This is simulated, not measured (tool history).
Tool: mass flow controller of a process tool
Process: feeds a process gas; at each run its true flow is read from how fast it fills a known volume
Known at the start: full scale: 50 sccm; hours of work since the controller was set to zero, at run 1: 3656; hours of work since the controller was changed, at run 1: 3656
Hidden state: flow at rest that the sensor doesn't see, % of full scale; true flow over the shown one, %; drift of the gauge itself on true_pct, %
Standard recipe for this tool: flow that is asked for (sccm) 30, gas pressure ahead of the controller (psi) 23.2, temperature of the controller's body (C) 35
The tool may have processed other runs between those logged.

run	day	flow that is asked for (sccm)	gas pressure ahead of the controller (psi)	temperature of the controller's body (C)	hours of work since the controller was set to zero	hours of work since the controller was changed	true flow (%)
1	0	30	23.2	35	3656	3656	101.14
2	7.004	30	23.2	40	3768	3768	101.25
3	13.092	30	23.2	30	3867	3867	101.07
4	18.9	30	23.2	30	3960	3960	101.11
5	26.304	30	23.2	30	4080	4080	101.2
6	33.996	30	23.2	21	4204	4204	101.03
7	39.862	30	23.2	35	4298	4298	101.45
8	46.121	30	23.2	35	4399	4399	101.38
9	53.192	30	23.2	35	4513	4513	101.61
10	60.696	30	30.3	35	4634	4634	101.17
11	65.821	30	23.2	35	4717	4717	101.63
# day 66.604: controller's zero set anew
12	70.1	30	23.2	35	56	4786	102.27
13	76.908	30	23.2	35	166	4895	102.28
# day 81.125: controller's zero set anew, once more
14	81.15	10	23.2	34	0	4963	99.22
15	88.862	10	23.2	34	125	5088	99.51
16	93.417	10	23.2	34	198	5161	99.45
17	98.146	10	25.2	26	274	5238	99.18
18	104.275	10	25.2	26	373	5336	99.32
19	108.404	19	36.1	35	440	5403	99.36
20	116.125	19	36.1	35	564	5527	99.48
21	120.596	18	32.5	37	636	5600	99.8
22	126.067	18	32.5	37	725	5688	99.71
23	133.625	18	32.5	36	847	5810	99.8
24	139.017	7	22.2	36	934	5897	100.65
25	146.612	7	22.2	36	1056	6019	100.68
26	151.121	49	31	27	1129	6092	100.76

What differs in the tool's unlogged condition from the final listed run ahead of each entry between runs to the first listed run following it?
Logged between run 11 and run 12: controller's zero set anew (day 66.604)
  flow at rest that the sensor doesn't see, % of full scale: 0.88 -> 1.267
  measured result minus the result with no hidden state, true flow (%): +1.89 -> +2.55
Logged between run 13 and run 14: controller's zero set anew, once more (day 81.125)
  flow at rest that the sensor doesn't see, % of full scale: 1.285 -> 0.012; true flow over the shown one, %: 0.45 -> 0.46
  measured result minus the result with no hidden state, true flow (%): +2.59 -> +0.52
